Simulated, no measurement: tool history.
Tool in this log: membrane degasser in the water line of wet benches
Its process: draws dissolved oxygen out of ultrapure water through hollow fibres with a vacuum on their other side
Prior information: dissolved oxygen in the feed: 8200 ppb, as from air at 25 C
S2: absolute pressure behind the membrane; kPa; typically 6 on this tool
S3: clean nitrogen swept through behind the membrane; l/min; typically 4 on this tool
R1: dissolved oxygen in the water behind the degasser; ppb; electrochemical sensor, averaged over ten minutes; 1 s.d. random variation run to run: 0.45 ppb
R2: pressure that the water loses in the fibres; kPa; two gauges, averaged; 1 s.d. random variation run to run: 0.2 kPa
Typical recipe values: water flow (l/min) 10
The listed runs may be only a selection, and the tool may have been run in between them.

run 1 hour=0 | water_flow_(l/min)=10 S2=6 S3=4 | R1=35.3 R2=45.16
run 2 hour=55.6 | water_flow_(l/min)=10 S2=6 S3=4 | R1=36.1 R2=45.38
run 3 hour=105.7 | water_flow_(l/min)=10 S2=6 S3=4 | R1=35.9 R2=45.25
run 4 hour=138.4 | water_flow_(l/min)=10 S2=6 S3=4 | R1=36.2 R2=45.22
run 5 hour=169.6 | water_flow_(l/min)=10 S2=6 S3=4 | R1=36.4 R2=45.01
run 6 hour=211 | water_flow_(l/min)=10 S2=6 S3=4 | R1=36.5 R2=45.46
run 7 hour=257.2 | water_flow_(l/min)=8 S2=6 S3=4 | R1=26.8 R2=36.39
run 8 hour=303.4 | water_flow_(l/min)=10 S2=6 S3=3.06 | R1=44.3 R2=45.33
run 9 hour=358.5 | water_flow_(l/min)=10 S2=6 S3=4 | R1=36.5 R2=45.11
run 10 hour=401.4 | water_flow_(l/min)=10 S2=6 S3=4 | R1=34.7 R2=45.38
run 11 hour=435.1 | water_flow_(l/min)=10 S2=6 S3=4 | R1=34.7 R2=45.32
run 12 hour=462.7 | water_flow_(l/min)=12 S2=6 S3=4 | R1=47.3 R2=54.48
run 13 hour=502 | water_flow_(l/min)=12 S2=6 S3=4 | R1=47.2 R2=54.39
run 14 hour=540 | water_flow_(l/min)=10 S2=6 S3=4 | R1=35.2 R2=45.25
run 15 hour=600.5 | water_flow_(l/min)=10 S2=6 S3=4 | R1=34.6 R2=45.38
run 16 hour=655 | water_flow_(l/min)=10 S2=6 S3=4 | R1=34.6 R2=45.14
run 17 hour=685.5 | water_flow_(l/min)=10 S2=6 S3=4 | R1=35.3 R2=45.43
run 18 hour=742.5 | water_flow_(l/min)=10 S2=6 S3=4 | R1=34.4 R2=45.12
run 19 hour=779.2 | water_flow_(l/min)=13 S2=7.65 S3=4 | R1=68.3 R2=58.74
run 20 hour=822.2 | water_flow_(l/min)=11 S2=7.24 S3=10.48 | R1=31.8 R2=49.72
run 21 hour=852.2 | water_flow_(l/min)=11 S2=7.24 S3=10.48 | R1=31.9 R2=49.64
run 22 hour=901.8 | water_flow_(l/min)=11 S2=7.24 S3=10.48 | R1=32.5 R2=49.98
run 23 hour=941.6 | water_flow_(l/min)=11 S2=7.24 S3=10.48 | R1=32.9 R2=50.11
run 24 hour=995.9 | water_flow_(l/min)=10 S2=14.8 S3=3.72 | R1=95.3 R2=45.33
run 25 hour=1056 | water_flow_(l/min)=9 S2=6 S3=4 | R1=30.3 R2=40.93
run 26 hour=1117.7 | water_flow_(l/min)=9 S2=6 S3=4 | R1=30 R2=40.56
run 27 hour=1148.3 | water_flow_(l/min)=9 S2=6 S3=4 | R1=29.8 R2=40.69
run 28 hour=1179 | water_flow_(l/min)=9 S2=6 S3=4 | R1=30 R2=40.9
run 29 hour=1207.2 | water_flow_(l/min)=10 S2=6.38 S3=4 | R1=37.6 R2=45.57
run 30 hour=1246.8 | water_flow_(l/min)=13 S2=3.66 S3=3.03 | R1=36.6 R2=59.26
run 31 hour=1281.3 | water_flow_(l/min)=10 S2=6 S3=1.75 | R1=58.3 R2=45.7

The log once held 2 entries between its listed runs, left out of this copy. Where does each go, and what is different about the tool's unlogged condition between the listed run before it and the listed run after it?
Runs 6 to 7: vacuum gauge calibrated (hour 231)
  true pressure behind the membrane over the reading, kPa: 0.31 -> 0.46; air that leaks in behind the membrane, l/min: 0.0112 -> 0.0113
  what was measured, less what the result would be without the hidden state, R1: +2.6 -> +3.1 ppb; R2: +0.09 -> +0.08 kPa
Runs 9 to 10: vacuum gauge calibrated, once more (hour 386.6)
  true pressure behind the membrane over the reading, kPa: 0.47 -> 0.04; air that leaks in behind the membrane, l/min: 0.0116 -> 0.0117
  what was measured, less what the result would be without the hidden state, R1: +3.7 -> +1.1 ppb; R2: +0.12 -> +0.13 kPa
